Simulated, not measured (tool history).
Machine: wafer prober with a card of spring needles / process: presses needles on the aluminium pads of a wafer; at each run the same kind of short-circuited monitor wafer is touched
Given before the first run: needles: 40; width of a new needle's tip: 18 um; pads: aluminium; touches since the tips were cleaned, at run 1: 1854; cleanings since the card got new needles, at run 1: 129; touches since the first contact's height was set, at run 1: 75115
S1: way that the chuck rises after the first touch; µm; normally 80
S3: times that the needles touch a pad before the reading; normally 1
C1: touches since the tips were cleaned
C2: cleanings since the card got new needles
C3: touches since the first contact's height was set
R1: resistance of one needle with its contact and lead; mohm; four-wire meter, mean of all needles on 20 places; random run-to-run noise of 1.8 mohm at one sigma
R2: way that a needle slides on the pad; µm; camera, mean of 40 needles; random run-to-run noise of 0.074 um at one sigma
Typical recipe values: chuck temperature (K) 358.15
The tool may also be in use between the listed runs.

Run 1, hour 0: usual settings; C1 1854; C2 129; C3 75115. Result: R1 221 mohm, R2 19.92 µm.
At hour 1.4: tips cleaned on abrasive film.
At hour 7.5: tips cleaned on abrasive film.
At hour 14.8: tips cleaned on abrasive film.
At hour 20.9: tips cleaned on abrasive film.
Run 2, hour 20.9: usual settings; C1 0; C2 133; C3 81608. Result: R1 188 mohm, R2 19.87 µm.
At hour 28.1: tips cleaned on abrasive film.
At hour 35.6: tips cleaned on abrasive film.
At hour 43.1: tips cleaned on abrasive film.
At hour 50.5: tips cleaned on abrasive film.
Run 3, hour 51.8: usual settings; C1 408; C2 137; C3 91302. Result: R1 195 mohm, R2 19.9 µm.
At hour 57.8: tips cleaned on abrasive film.
At hour 65.3: tips cleaned on abrasive film.
Run 4, hour 70.8: usual settings; C1 1729; C2 139; C3 97258. Result: R1 219 mohm, R2 19.89 µm.
At hour 72.3: tips cleaned on abrasive film.
At hour 78.3: tips cleaned on abrasive film.
At hour 85.7: tips cleaned on abrasive film.
Run 5, hour 90.4: usual settings; C1 1485; C2 142; C3 103384. Result: R1 221 mohm, R2 19.81 µm.
At hour 91.8: tips cleaned on abrasive film.
At hour 99.2: tips cleaned on abrasive film.
At hour 99.5: height of the first contact set anew.
At hour 105.6: tips cleaned on abrasive film.
At hour 112.8: tips cleaned on abrasive film.
At hour 118.8: tips cleaned on abrasive film.
Run 6, hour 121.5: usual settings; C1 856; C2 147; C3 6877. Result: R1 209 mohm, R2 19.09 µm.
At hour 126: tips cleaned on abrasive film.
At hour 133.5: tips cleaned on abrasive film.
At hour 139.5: tips cleaned on abrasive film.
Run 7, hour 144.6: usual settings; C1 1596; C2 150; C3 14096. Result: R1 221 mohm, R2 19.12 µm.
At hour 146.1: tips cleaned on abrasive film.
At hour 152.2: tips cleaned on abrasive film.
At hour 159.5: tips cleaned on abrasive film.
At hour 162.8: height of the first contact set anew, once more.
At hour 165.8: tips cleaned on abrasive film.
Run 8, hour 171.2: usual settings; C1 1715; C2 154; C3 2655. Result: R1 218 mohm, R2 20.58 µm.
At hour 172.8: tips cleaned on abrasive film.
At hour 178.8: tips cleaned on abrasive film.
At hour 186.3: tips cleaned on abrasive film.
Run 9, hour 187.5: usual settings; C1 366; C2 157; C3 7717. Result: R1 200 mohm, R2 20.54 µm.
At hour 193.5: tips cleaned on abrasive film.
At hour 201: tips cleaned on abrasive film.
At hour 208.5: tips cleaned on abrasive film.
Run 10, hour 210: usual settings but S3 2; C1 478; C2 160; C3 14770. Result: R1 196 mohm, R2 20.41 µm.
At hour 214.7: tips cleaned on abrasive film.
At hour 222.2: tips cleaned on abrasive film.
Run 11, hour 223.8: usual settings but S3 2; C1 506; C2 162; C3 19062. Result: R1 192 mohm, R2 20.48 µm.
At hour 228.3: tips cleaned on abrasive film.
At hour 234.3: tips cleaned on abrasive film.
At hour 241.6: tips cleaned on abrasive film.
At hour 249.1: tips cleaned on abrasive film.
Run 12, hour 253.1: usual settings but S1 67 µm; C1 1284; C2 166; C3 28247. Result: R1 226 mohm, R2 16.88 µm.
At hour 256.2: tips cleaned on abrasive film.
At hour 263.7: tips cleaned on abrasive film.
At hour 271.2: tips cleaned on abrasive film.
At hour 277.2: tips cleaned on abrasive film.
Run 13, hour 280.8: usual settings but S1 67 µm; C1 1151; C2 170; C3 36911. Result: R1 223 mohm, R2 16.86 µm.
At hour 283.9: tips cleaned on abrasive film.
At hour 291.2: tips cleaned on abrasive film.
At hour 297.2: tips cleaned on abrasive film.
Run 14, hour 298.8: usual settings but chuck temperature (K) 321.15; C1 506; C2 173; C3 42536. Result: R1 195 mohm, R2 20.32 µm.
At hour 303.4: tips cleaned on abrasive film.
At hour 309.4: tips cleaned on abrasive film.
At hour 316.9: tips cleaned on abrasive film.
At hour 324.4: tips cleaned on abrasive film.
Run 15, hour 330: usual settings but S1 87 µm, chuck temperature (K) 300.15; C1 1781; C2 177; C3 52304. Result: R1 207 mohm, R2 21.98 µm.
At hour 331.6: tips cleaned on abrasive film.
At hour 338.9: tips cleaned on abrasive film.
At hour 346.4: tips cleaned on abrasive film.
Run 16, hour 348.1: usual settings but S1 87 µm, chuck temperature (K) 300.15; C1 540; C2 180; C3 57942. Result: R1 185 mohm, R2 21.9 µm.
At hour 352.6: tips cleaned on abrasive film.
At hour 360: tips cleaned on abrasive film.
Run 17, hour 362.6: usual settings but S1 87 µm, chuck temperature (K) 300.15; C1 813; C2 182; C3 62469. Result: R1 196 mohm, R2 21.8 µm.
At hour 367.1: tips cleaned on abrasive film.
At hour 374.6: tips cleaned on abrasive film.
At hour 380.6: tips cleaned on abrasive film.
At hour 388.1: tips cleaned on abrasive film.
Run 18, hour 393.9: usual settings but S1 88 µm, chuck temperature (K) 298.15; C1 1847; C2 186; C3 72291. Result: R1 201 mohm, R2 22.11 µm.
At hour 395.5: tips cleaned on abrasive film.
At hour 403: tips cleaned on abrasive film.
At hour 409: tips cleaned on abrasive film.
Run 19, hour 410.6: usual settings but S1 64 µm; C1 495; C2 189; C3 77483. Result: R1 213 mohm, R2 15.78 µm.
At hour 415.2: tips cleaned on abrasive film.
At hour 422.7: tips cleaned on abrasive film.
At hour 430.1: tips cleaned on abrasive film.
Run 20, hour 434.4: usual settings but S1 64 µm; C1 1354; C2 192; C3 84938. Result: R1 238 mohm, R2 15.81 µm.
At hour 437.4: tips cleaned on abrasive film.
At hour 444.9: tips cleaned on abrasive film.
At hour 451.8: tips cleaned on abrasive film.
Run 21, hour 451.8: usual settings but S1 78 µm; C1 0; C2 195; C3 90389. Result: R1 192 mohm, R2 19.39 µm.
At hour 459.3: tips cleaned on abrasive film.
At hour 466.8: tips cleaned on abrasive film.
At hour 474.1: tips cleaned on abrasive film.
At hour 480.2: tips cleaned on abrasive film.
Run 22, hour 481.8: usual settings but S1 81 µm, chuck temperature (K) 312.15, S3 2; C1 506; C2 199; C3 99754. Result: R1 189 mohm, R2 20.03 µm.
At hour 486.3: tips cleaned on abrasive film.
At hour 493.8: tips cleaned on abrasive film.
At hour 501.3: tips cleaned on abrasive film.
At hour 503.1: height of the first contact set anew.
Run 23, hour 505.8: usual settings but S1 71 µm, chuck temperature (K) 320.15; C1 1339; C2 202; C3 869. Result: R1 216 mohm, R2 18.31 µm.

Predict the results of run 24:
At hour 508.9: tips cleaned on abrasive film.
At hour 514.9: tips cleaned on abrasive film.
At hour 522.4: tips cleaned on abrasive film.
Run 24, hour 523.2: usual settings but S1 67 µm, chuck temperature (K) 300.15; C1 263; C2 205; C3 6298. Result: R1 ?, R2 ?.

{"run 24": {"R1": 192, "R2": 17.14}}
Had the tool carried no hidden state, the very same run would have given R1 176 mohm, R2 17.2 µm.

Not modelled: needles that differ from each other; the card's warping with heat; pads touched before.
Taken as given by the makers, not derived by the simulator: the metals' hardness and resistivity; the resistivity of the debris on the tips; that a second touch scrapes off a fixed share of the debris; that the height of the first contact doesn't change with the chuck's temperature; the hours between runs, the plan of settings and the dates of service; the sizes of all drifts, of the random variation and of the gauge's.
